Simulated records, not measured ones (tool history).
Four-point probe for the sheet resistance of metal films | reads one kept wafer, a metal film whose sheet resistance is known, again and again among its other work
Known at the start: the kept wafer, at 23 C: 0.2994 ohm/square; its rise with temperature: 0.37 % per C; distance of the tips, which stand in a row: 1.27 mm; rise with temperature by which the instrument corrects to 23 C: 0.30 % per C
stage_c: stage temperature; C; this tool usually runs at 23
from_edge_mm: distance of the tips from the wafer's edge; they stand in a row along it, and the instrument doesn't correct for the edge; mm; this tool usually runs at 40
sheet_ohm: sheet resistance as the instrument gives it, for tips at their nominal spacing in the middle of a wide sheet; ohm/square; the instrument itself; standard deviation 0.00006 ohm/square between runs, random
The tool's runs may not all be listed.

run 1 hour=0.0 | stage_c=23 from_edge_mm=40 | sheet_ohm=0.298889
run 2 hour=60.3 | stage_c=23 from_edge_mm=40 | sheet_ohm=0.298823
run 3 hour=93.8 | stage_c=23 from_edge_mm=12 | sheet_ohm=0.300532
run 4 hour=128.3 | stage_c=19 from_edge_mm=40 | sheet_ohm=0.297828
run 5 hour=180.9 | stage_c=19 from_edge_mm=40 | sheet_ohm=0.297817
run 6 hour=214.6 | stage_c=23 from_edge_mm=40 | sheet_ohm=0.298813
run 7 hour=240.8 | stage_c=23 from_edge_mm=5 | sheet_ohm=0.308585
run 8 hour=267.9 | stage_c=23 from_edge_mm=27 | sheet_ohm=0.298912
run 9 hour=328.3 | stage_c=23 from_edge_mm=27 | sheet_ohm=0.298856
run 10 hour=369.1 | stage_c=23 from_edge_mm=27 | sheet_ohm=0.298862
run 11 hour=424.7 | stage_c=23 from_edge_mm=56 | sheet_ohm=0.298509
run 12 hour=469.0 | stage_c=23 from_edge_mm=56 | sheet_ohm=0.298448
run 13 hour=521.9 | stage_c=23 from_edge_mm=56 | sheet_ohm=0.298423
run 14 hour=560.9 | stage_c=23 from_edge_mm=56 | sheet_ohm=0.298519
run 15 hour=608.1 | stage_c=23 from_edge_mm=40 | sheet_ohm=0.298595
run 16 hour=662.2 | stage_c=23 from_edge_mm=23 | sheet_ohm=0.298701
run 17 hour=697.2 | stage_c=23 from_edge_mm=23 | sheet_ohm=0.298726
run 18 hour=755.2 | stage_c=23 from_edge_mm=23 | sheet_ohm=0.298766
run 19 hour=793.8 | stage_c=20 from_edge_mm=39 | sheet_ohm=0.297611
run 20 hour=823.0 | stage_c=35 from_edge_mm=6 | sheet_ohm=0.307927
run 21 hour=855.9 | stage_c=25 from_edge_mm=23 | sheet_ohm=0.299164
run 22 hour=887.9 | stage_c=20 from_edge_mm=5 | sheet_ohm=0.307497
run 23 hour=949.5 | stage_c=27 from_edge_mm=7 | sheet_ohm=0.304215
run 24 hour=993.5 | stage_c=20 from_edge_mm=3 | sheet_ohm=0.323400
run 25 hour=1039.6 | stage_c=33 from_edge_mm=16 | sheet_ohm=0.301320
run 26 hour=1077.1 | stage_c=22 from_edge_mm=38 | sheet_ohm=0.297943
run 27 hour=1119.4 | stage_c=22 from_edge_mm=38 | sheet_ohm=0.298107
run 28 hour=1146.3 | stage_c=20 from_edge_mm=39 | sheet_ohm=0.297539
run 29 hour=1187.9 | stage_c=26 from_edge_mm=50 | sheet_ohm=0.298793
run 30 hour=1241.9 | stage_c=26 from_edge_mm=50 | sheet_ohm=0.298728
run 31 hour=1300.5 | stage_c=26 from_edge_mm=51 | sheet_ohm=0.298775
run 32 hour=1338.6 | stage_c=23 from_edge_mm=47 | sheet_ohm=0.298031
run 33 hour=1366.5 | stage_c=24 from_edge_mm=9 | sheet_ohm=0.301336

Forecast each of these 3 alternatives for the next run:
run A hour=1396.0 | stage_c=24 from_edge_mm=13 | sheet_ohm=?
run B hour=1396.0 | stage_c=30 from_edge_mm=24 | sheet_ohm=?
run C hour=1396.0 | stage_c=33 from_edge_mm=8 | sheet_ohm=?

run=A sheet_ohm=0.299549
run=B sheet_ohm=0.299780
run=C sheet_ohm=0.303990
Stripped of hidden state, with their random variation kept, the same runs would have yielded:
run=A sheet_ohm=0.301076
run=B sheet_ohm=0.301306
run=C sheet_ohm=0.305536
